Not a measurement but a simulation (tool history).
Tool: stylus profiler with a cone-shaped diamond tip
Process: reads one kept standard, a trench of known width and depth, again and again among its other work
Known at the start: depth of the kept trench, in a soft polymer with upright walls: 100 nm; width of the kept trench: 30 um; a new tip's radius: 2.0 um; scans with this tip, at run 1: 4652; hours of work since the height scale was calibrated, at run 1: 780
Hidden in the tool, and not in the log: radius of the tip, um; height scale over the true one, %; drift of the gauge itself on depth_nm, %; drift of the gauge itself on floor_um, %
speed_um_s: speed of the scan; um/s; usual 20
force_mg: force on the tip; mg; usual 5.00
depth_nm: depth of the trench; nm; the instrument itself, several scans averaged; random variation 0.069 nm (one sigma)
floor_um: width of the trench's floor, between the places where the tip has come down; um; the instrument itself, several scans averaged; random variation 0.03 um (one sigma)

run    hour  speed_um_s  force_mg  scans with this tip  hours of work since the height scale was calibrated  depth_nm  floor_um
  1     0.0          20      5.00                 4652                                                  780    101.31     28.52
  2    75.1          20      5.00                 4844                                                  813    101.31     28.46
  3   117.5          20      5.00                 4953                                                  831    101.38     28.47
  4   180.5          20      5.00                 5114                                                  858    101.23     28.43
  5   233.4          20      5.00                 5249                                                  881    101.31     28.44
  6   283.8          62      5.00                 5378                                                  902    101.31     28.36
  7   343.9          62      5.00                 5532                                                  928    101.15     28.35
  8   387.0          62      1.71                 5642                                                  947    100.49     28.25
  9   428.3          62      1.71                 5748                                                  964    100.36     28.27
 10   484.5          20      2.06                 5892                                                  988    100.70     28.41
 11   540.8          20      2.06                 6036                                                 1013    100.57     28.41
 12   629.2          20      2.06                 6263                                                 1051    100.57     28.38
 13   698.4          20      2.06                 6440                                                 1080    100.53     28.39
 14   743.9          20      2.06                 6556                                                 1100    100.51     28.34
 15   815.8          20      5.00                 6740                                                 1131    101.29     28.37
 16   858.4          20      5.00                 6849                                                 1149    101.15     28.30
 17   939.2          20      5.00                 7056                                                 1184    101.15     28.34
 18  1006.6          20      5.00                 7229                                                 1213    101.15     28.32
 19  1047.9          20      6.62                 7335                                                 1230    101.52     28.29
 20  1096.6          20      5.00                 7459                                                 1251    101.25     28.36
     1103.6  -- height scale calibrated on a step standard
 21  1156.6          20      5.00                 7611                                                   23    101.06     28.37
 22  1198.4          20      5.00                 7718                                                   41    101.21     28.27
 23  1258.3          20      5.44                 7872                                                   66    101.14     28.32
 24  1349.6          20      4.82                 8106                                                  106    101.05     28.34
     1402.7  -- height scale calibrated on a step standard, once more
 25  1431.1          41     14.87                 8313                                                   12    103.03     28.28
 26  1478.3          29      1.97                 8434                                                   32    100.86     28.32
 27  1536.8          19      3.92                 8584                                                   58    101.31     28.26
 28  1631.9          33      3.92                 8827                                                   98    101.32     28.25
 29  1702.9          33      3.92                 9009                                                  129    101.28     28.31
 30  1751.7           5      2.34                 9134                                                  150    100.95     28.28
 31  1826.9          45      6.44                 9326                                                  182    101.75     28.24
 32  1895.8          45      6.44                 9502                                                  212    101.73     28.25
 33  1953.8          45      6.44                 9651                                                  237    101.74     28.22
 34  1999.9          45      6.44                 9769                                                  256    101.74     28.14
 35  2051.1          20      2.04                 9900                                                  278    100.78     28.26
 36  2098.4          20      2.04                10021                                                  299    100.71     28.22
 37  2143.1           7      5.00                10136                                                  318    101.38     28.26
 38  2189.5          35      4.89                10254                                                  338    101.47     28.24
 39  2246.0          38      8.62                10399                                                  362    102.04     28.19
 40  2314.3          36      6.42                10574                                                  391    101.69     28.19
 41  2355.6          47      4.78                10679                                                  409    101.39     28.17
 42  2403.2          47      4.78                10801                                                  430    101.40     28.11
 43  2466.4           6     12.68                10963                                                  457    102.80     28.20
 44  2517.7           6     12.68                11094                                                  479    102.64     28.24
 45  2607.0          21      5.00                11323                                                  517    101.32     28.13
 46  2678.9          27      3.25                11507                                                  548    100.88     28.12

The same runs without the tool's hidden state, with the same run-to-run variation:
run  depth_nm  floor_um
  1    101.56     28.76
  2    101.57     28.71
  3    101.65     28.73
  4    101.51     28.70
  5    101.59     28.71
  6    101.60     28.63
  7    101.45     28.64
  8    100.79     28.54
  9    100.67     28.56
 10    101.02     28.71
 11    100.90     28.72
 12    100.91     28.70
 13    100.88     28.72
 14    100.87     28.67
 15    101.66     28.70
 16    101.53     28.65
 17    101.55     28.69
 18    101.55     28.68
 19    101.93     28.65
 20    101.66     28.73
 21    101.54     28.75
 22    101.69     28.65
 23    101.64     28.71
 24    101.56     28.74
 25    103.09     28.69
 26    100.93     28.74
 27    101.38     28.68
 28    101.41     28.68
 29    101.38     28.75
 30    101.05     28.72
 31    101.87     28.69
 32    101.86     28.71
 33    101.87     28.68
 34    101.88     28.61
 35    100.93     28.73
 36    100.87     28.69
 37    101.55     28.75
 38    101.64     28.73
 39    102.23     28.68
 40    101.89     28.69
 41    101.59     28.67
 42    101.60     28.62
 43    103.02     28.72
 44    102.87     28.76
 45    101.56     28.66
 46    101.13     28.66
